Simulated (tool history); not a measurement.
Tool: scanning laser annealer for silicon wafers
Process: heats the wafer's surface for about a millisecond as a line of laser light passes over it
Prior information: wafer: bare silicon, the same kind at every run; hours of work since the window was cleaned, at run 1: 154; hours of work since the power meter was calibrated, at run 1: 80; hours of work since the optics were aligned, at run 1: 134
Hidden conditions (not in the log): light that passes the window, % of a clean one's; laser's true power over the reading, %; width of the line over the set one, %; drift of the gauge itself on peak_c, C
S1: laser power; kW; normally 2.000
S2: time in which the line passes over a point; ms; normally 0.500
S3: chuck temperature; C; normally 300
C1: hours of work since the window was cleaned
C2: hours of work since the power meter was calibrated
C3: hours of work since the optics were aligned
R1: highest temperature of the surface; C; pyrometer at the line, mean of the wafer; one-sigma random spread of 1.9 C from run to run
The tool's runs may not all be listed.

run 1 day=0.000 | S1=2.000 S2=0.500 S3=300 | C1=154 C2=80 C3=134 | R1=1085
run 2 day=0.646 | S1=2.000 S2=0.500 S3=300 | C1=164 C2=90 C3=145 | R1=1081
run 3 day=1.075 | S1=2.000 S2=0.500 S3=300 | C1=171 C2=97 C3=152 | R1=1082
run 4 day=1.488 | S1=2.000 S2=0.500 S3=300 | C1=178 C2=104 C3=158 | R1=1080
run 5 day=2.250 | S1=2.000 S2=0.500 S3=300 | C1=191 C2=116 C3=171 | R1=1083
run 6 day=2.962 | S1=2.000 S2=0.500 S3=300 | C1=202 C2=128 C3=182 | R1=1076
run 7 day=3.450 | S1=2.000 S2=0.476 S3=300 | C1=210 C2=136 C3=190 | R1=1060
-- day=3.733 optics aligned, line set to its width
run 8 day=4.238 | S1=2.000 S2=0.476 S3=300 | C1=219 C2=145 C3=8 | R1=1060

Run 9 comes next. What will it give?
run 9 day=4.883 | S1=2.051 S2=0.409 S3=322 | C1=230 C2=156 C3=19 | R1=?

R1: 1037 C
With the hidden condition absent and the run-to-run variation left alone, this run would have shown R1 1055 C.

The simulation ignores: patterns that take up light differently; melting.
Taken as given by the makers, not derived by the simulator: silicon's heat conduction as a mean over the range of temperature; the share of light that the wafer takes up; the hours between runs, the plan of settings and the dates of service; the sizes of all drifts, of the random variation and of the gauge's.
